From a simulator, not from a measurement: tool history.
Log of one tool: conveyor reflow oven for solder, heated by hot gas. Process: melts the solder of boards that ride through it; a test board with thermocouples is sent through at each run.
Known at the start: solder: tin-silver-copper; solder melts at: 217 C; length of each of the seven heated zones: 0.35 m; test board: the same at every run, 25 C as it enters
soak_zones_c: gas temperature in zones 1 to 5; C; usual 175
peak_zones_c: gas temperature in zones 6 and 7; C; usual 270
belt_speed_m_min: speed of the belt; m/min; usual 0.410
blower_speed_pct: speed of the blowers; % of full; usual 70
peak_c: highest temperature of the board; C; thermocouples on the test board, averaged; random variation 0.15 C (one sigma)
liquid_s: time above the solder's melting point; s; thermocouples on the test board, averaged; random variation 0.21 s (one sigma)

run   hour  soak_zones_c  peak_zones_c  belt_speed_m_min  blower_speed_pct  peak_c  liquid_s
  1    0.0           175           270             0.410                70   248.4      71.1
  2   26.7           175           270             0.410                88   252.4      76.9
  3   56.2           175           270             0.410                88   252.0      76.4
  4   75.4           175           270             0.410                88   251.8      75.8
      82.9  -- flux residue cleaned out of gas plates and filters
  5  105.4           175           270             0.410                88   254.3      78.8
  6  138.0           175           270             0.410                88   253.6      78.5
  7  182.3           175           270             0.410                88   253.4      77.9
  8  216.0           175           270             0.410                88   253.1      77.5
  9  241.2           175           270             0.410                77   250.4      74.3
     266.9  -- thermocouples of zones 6 and 7 changed
 10  267.9           175           270             0.410                77   249.4      72.5
     313.4  -- flux residue cleaned out of gas plates and filters
 11  316.5           175           270             0.410                77   251.0      75.2
 12  335.5           175           270             0.410                77   250.8      75.2
 13  356.6           175           270             0.410                77   250.6      74.5
 14  376.2           175           270             0.410                70   248.3      71.6
 15  403.5           175           270             0.368                70   252.3      85.1
 16  433.4           171           270             0.412                59   243.3      61.6
 17  469.0           171           270             0.390                59   245.3      68.5
 18  506.8           175           270             0.330                70   254.6     100.0
     542.6  -- flux residue cleaned out of gas plates and filters
 19  548.1           175           270             0.363                75   254.2      89.6
 20  575.7           165           279             0.441                55   244.5      55.7
 21  616.6           165           279             0.441                55   244.3      54.7
 22  642.8           165           279             0.441                55   244.0      54.2
 23  660.7           180           264             0.368                82   250.3      87.6
 24  695.5           175           269             0.410                56   242.6      62.4
 25  717.3           175           269             0.410                56   242.4      62.1
 26  740.8           175           269             0.410                56   242.0      62.1
     771.8  -- flux residue cleaned out of gas plates and filters
 27  783.5           188           272             0.374                74   257.8      98.3
 28  810.5           188           265             0.374                79   252.6      93.9
 29  851.8           189           278             0.410                55   254.2      83.9
 30  872.9           189           271             0.456                50   241.8      59.7

3 ways to go on from here, each from the tool as it stands after run 30. What would each give?
     880.8  -- belt drive overhauled, speed set with a stopwatch
  A  900.0           170           271             0.454                50       ?         ?
     880.8  -- belt drive overhauled, speed set with a stopwatch
  B  900.0           160           270             0.358                53       ?         ?
     880.8  -- belt drive overhauled, speed set with a stopwatch
  C  900.0           174           270             0.410                70       ?         ?

run  peak_c  liquid_s
  A   235.5      41.2
  B   244.9      68.0
  C   247.9      69.8
Without the tool's hidden state the same runs would have given:
run  peak_c  liquid_s
  A   236.2      42.6
  B   245.4      69.0
  C   248.6      70.9
